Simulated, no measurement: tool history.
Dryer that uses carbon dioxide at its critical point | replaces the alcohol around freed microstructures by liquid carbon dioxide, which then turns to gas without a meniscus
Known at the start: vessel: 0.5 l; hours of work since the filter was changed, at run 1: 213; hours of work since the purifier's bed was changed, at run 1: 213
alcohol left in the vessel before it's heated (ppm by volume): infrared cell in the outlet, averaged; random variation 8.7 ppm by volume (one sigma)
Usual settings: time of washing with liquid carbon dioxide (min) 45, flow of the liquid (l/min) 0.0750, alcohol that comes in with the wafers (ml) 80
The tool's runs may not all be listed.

| run | day | time of washing with liquid carbon dioxide (min) | flow of the liquid (l/min) | alcohol that comes in with the wafers (ml) | hours of work since the filter was changed | hours of work since the purifier's bed was changed | alcohol left in the vessel before it's heated (ppm by volume) |
|---|---|---|---|---|---|---|---|
| 1 | 0.000 | 45 | 0.0750 | 80 | 213 | 213 | 1048 |
|  | 1.000 | inlet filter changed |
| 2 | 1.108 | 45 | 0.0750 | 80 | 1 | 221 | 483 |
| 3 | 2.846 | 45 | 0.0750 | 80 | 14 | 234 | 518 |
| 4 | 4.362 | 45 | 0.0750 | 80 | 25 | 246 | 530 |
| 5 | 6.342 | 45 | 0.0906 | 80 | 40 | 260 | 164 |
| 6 | 8.412 | 45 | 0.0906 | 80 | 55 | 276 | 185 |
| 7 | 10.042 | 45 | 0.0750 | 80 | 68 | 288 | 610 |
| 8 | 11.383 | 69 | 0.0750 | 80 | 78 | 298 | 50 |
| 9 | 12.979 | 43 | 0.0750 | 80 | 89 | 310 | 849 |
| 10 | 14.262 | 45 | 0.0750 | 80 | 99 | 320 | 679 |
| 11 | 15.100 | 45 | 0.0750 | 80 | 105 | 326 | 697 |
| 12 | 16.683 | 45 | 0.0750 | 80 | 117 | 338 | 689 |
| 13 | 18.204 | 45 | 0.0750 | 80 | 129 | 349 | 763 |
| 14 | 19.304 | 45 | 0.0750 | 80 | 137 | 357 | 770 |
| 15 | 20.512 | 45 | 0.0750 | 80 | 146 | 366 | 810 |
| 16 | 22.312 | 45 | 0.0750 | 52 | 159 | 380 | 548 |
| 17 | 23.979 | 45 | 0.0750 | 52 | 172 | 392 | 590 |
| 18 | 25.250 | 45 | 0.0750 | 52 | 181 | 402 | 615 |
| 19 | 26.283 | 34 | 0.1089 | 79 | 189 | 409 | 511 |
| 20 | 28.042 | 34 | 0.0472 | 77 | 202 | 422 | 14487 |
| 21 | 29.875 | 34 | 0.0472 | 77 | 216 | 436 | 14810 |
|  | 30.404 | inlet filter changed |
| 22 | 31.375 | 41 | 0.0642 | 92 | 7 | 447 | 2056 |
| 23 | 32.929 | 43 | 0.0658 | 80 | 19 | 459 | 1349 |
| 24 | 33.875 | 70 | 0.0533 | 36 | 26 | 466 | 176 |
| 25 | 35.825 | 45 | 0.0933 | 80 | 41 | 480 | 150 |
| 26 | 37.088 | 45 | 0.0933 | 80 | 50 | 490 | 161 |
| 27 | 38.596 | 68 | 0.0933 | 31 | 61 | 501 | 30 |
| 28 | 40.529 | 37 | 0.0802 | 70 | 76 | 515 | 1058 |
| 29 | 42.404 | 64 | 0.0728 | 21 | 90 | 529 | 46 |
| 30 | 43.942 | 45 | 0.1082 | 80 | 101 | 541 | 85 |
| 31 | 44.983 | 28 | 0.0750 | 29 | 109 | 549 | 1980 |
| 32 | 46.921 | 51 | 0.0750 | 46 | 123 | 563 | 229 |
| 33 | 48.558 | 31 | 0.0750 | 61 | 136 | 575 | 3170 |
| 34 | 50.617 | 45 | 0.0883 | 80 | 151 | 591 | 323 |
| 35 | 52.596 | 45 | 0.0647 | 83 | 166 | 606 | 1884 |

5 ways to go on from here, each from the tool as it stands after run 35. What would each give?
| A | 53.496 | 45 | 0.0692 | 101 | 173 | 612 | ? |
| B | 53.496 | 45 | 0.0647 | 32 | 173 | 612 | ? |
| C | 53.496 | 45 | 0.1019 | 28 | 173 | 612 | ? |
| D | 53.496 | 34 | 0.0866 | 63 | 173 | 612 | ? |
| E | 53.496 | 63 | 0.0701 | 49 | 173 | 612 | ? |

| run | alcohol left in the vessel before it's heated (ppm by volume) |
|---|---|
| A | 1678 |
| B | 768 |
| C | 74 |
| D | 1312 |
| E | 137 |
Without the tool's hidden state the same runs would have given:
| run | alcohol left in the vessel before it's heated (ppm by volume) |
|---|---|
| A | 948 |
| B | 442 |
| C | 26 |
| D | 757 |
| E | 53 |

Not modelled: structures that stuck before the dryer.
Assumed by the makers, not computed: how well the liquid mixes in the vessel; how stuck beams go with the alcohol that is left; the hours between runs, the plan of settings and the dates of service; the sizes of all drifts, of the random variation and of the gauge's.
